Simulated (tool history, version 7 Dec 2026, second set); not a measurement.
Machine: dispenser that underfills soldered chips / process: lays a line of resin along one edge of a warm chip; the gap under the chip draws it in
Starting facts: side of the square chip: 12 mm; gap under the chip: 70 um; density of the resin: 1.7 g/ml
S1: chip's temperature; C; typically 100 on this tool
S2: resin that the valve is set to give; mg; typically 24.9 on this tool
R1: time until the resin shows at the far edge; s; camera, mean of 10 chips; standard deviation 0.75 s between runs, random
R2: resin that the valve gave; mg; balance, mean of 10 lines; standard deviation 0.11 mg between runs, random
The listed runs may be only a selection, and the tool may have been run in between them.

run     day   S1    S2     R1     R2
  1       0  100  24.9   96.8  21.72
      0.079  -- new syringe of resin
      0.208  -- dispensing valve cleaned and set on the balance
      0.458  -- new syringe of resin
  2   0.588  100  24.9   73.4   24.6
      0.838  -- new syringe of resin
      1.179  -- new syringe of resin
  3   1.296   86  24.9  114.6  24.48
      1.529  -- new syringe of resin
      1.888  -- new syringe of resin
  4   1.983   86  24.9    111  24.47
      2.275  -- new syringe of resin
  5   2.392   86  24.9  113.3  24.26
       2.65  -- new syringe of resin
      3.004  -- new syringe of resin
  6   3.133  101  24.9   69.9     24
      3.371  -- new syringe of resin
      3.721  -- new syringe of resin
  7   3.871  101  24.9   73.9  23.61
        4.1  -- new syringe of resin
  8   4.321   86  24.9  129.8   23.6
      4.442  -- new syringe of resin
      4.808  -- new syringe of resin
  9   4.829   86  24.9  103.5  23.39
      5.196  -- new syringe of resin
 10   5.204   86  24.9  101.4  23.15
      5.567  -- new syringe of resin
 11   5.571   86  24.9  102.4   23.2
      5.908  -- new syringe of resin
 12   6.025  111  24.9     53   22.9
      6.275  -- new syringe of resin
 13   6.433  111  24.9   56.6  22.95
      6.638  -- new syringe of resin
      6.983  -- new syringe of resin
 14       7  111  24.9   47.4  22.65
      7.317  -- new syringe of resin
 15   7.388   96  24.9   80.8   22.4
      7.671  -- new syringe of resin
      8.004  -- new syringe of resin
 16   8.096   96  24.9   80.4  22.32
      8.358  -- new syringe of resin
      8.708  -- new syringe of resin
 17   8.779   96  24.9   81.3  21.98
      9.067  -- new syringe of resin
 18   9.383   92  31.4  114.3  27.42
      9.433  -- new syringe of resin
 19   9.738   92  31.4  112.4  27.49
      9.792  -- new syringe of resin
      9.988  -- dispensing valve cleaned and set on the balance
     10.196  -- new syringe of resin
     10.542  -- new syringe of resin
 20  10.542   92  31.4   78.4  31.23
     10.904  -- new syringe of resin
 21  10.925  100    22     66  21.62
     11.246  -- new syringe of resin
     11.604  -- new syringe of resin
 22  11.675  102  32.2   62.9  31.66
     11.958  -- new syringe of resin
 23  12.167  102  32.2   76.2  31.08
     12.321  -- new syringe of resin
     12.662  -- new syringe of resin
 24  12.762  102  32.2   64.5  30.92
     13.004  -- new syringe of resin
     13.346  -- new syringe of resin
 25  13.446   93  31.3   85.8   29.8
     13.708  -- new syringe of resin
 26  13.754  114  23.8   45.4  22.71
     14.083  -- new syringe of resin
 27  14.346  114  23.8   56.8  22.59
     14.475  -- new syringe of resin
     14.846  -- new syringe of resin
 28  14.879   93  24.3   84.1  22.83
     15.183  -- new syringe of resin
 29  15.342  113    32   49.5  29.68
     15.521  -- new syringe of resin
     15.908  -- new syringe of resin
 30  16.021  113  32.1   47.1  29.57
     16.246  -- new syringe of resin
     16.608  -- new syringe of resin
 31  16.708  113  32.1     47  29.18
     16.962  -- new syringe of resin
 32  17.083  111  22.7   54.9   20.5
     17.312  -- new syringe of resin
     17.658  -- new syringe of resin
 33  17.679  111  22.7   48.7  20.39

Below, some changes in R1 between adjacent runs. For each, the amount present without the hidden state too (settings, incoming material, random variation) and the amount remaining for the hidden state with gauge scatter not shared by both compared results:
Hidden state present: resin's viscosity, % of fresh resin's; dose that the valve gives, % of what is set; true chip temperature over the reading, C; drift of the gauge itself on fill_s, %; drift of the gauge itself on given_mg, %.
Run 5 -> 6: S1 86 -> 101, new syringe of resin, new syringe of resin. R1 -43.4 s: hidden state -2.5, all else -40.9.
Run 7 -> 8: S1 101 -> 86, new syringe of resin. R1 +55.9 s: hidden state +14.6, all else +41.3.
Run 8 -> 9: new syringe of resin, new syringe of resin. R1 -26.3 s: hidden state -26.3, all else +0.
Run 11 -> 12: S1 86 -> 111, new syringe of resin. R1 -49.4 s: hidden state +10.2, all else -59.6.
Run 17 -> 18: S1 96 -> 92, S2 24.9 -> 31.4, new syringe of resin. R1 +33 s: hidden state +24.8, all else +8.2.
Run 19 -> 20: new syringe of resin, dispensing valve cleaned and set on the balance, new syringe of resin, new syringe of resin. R1 -34 s: hidden state -33.2, all else -0.8.
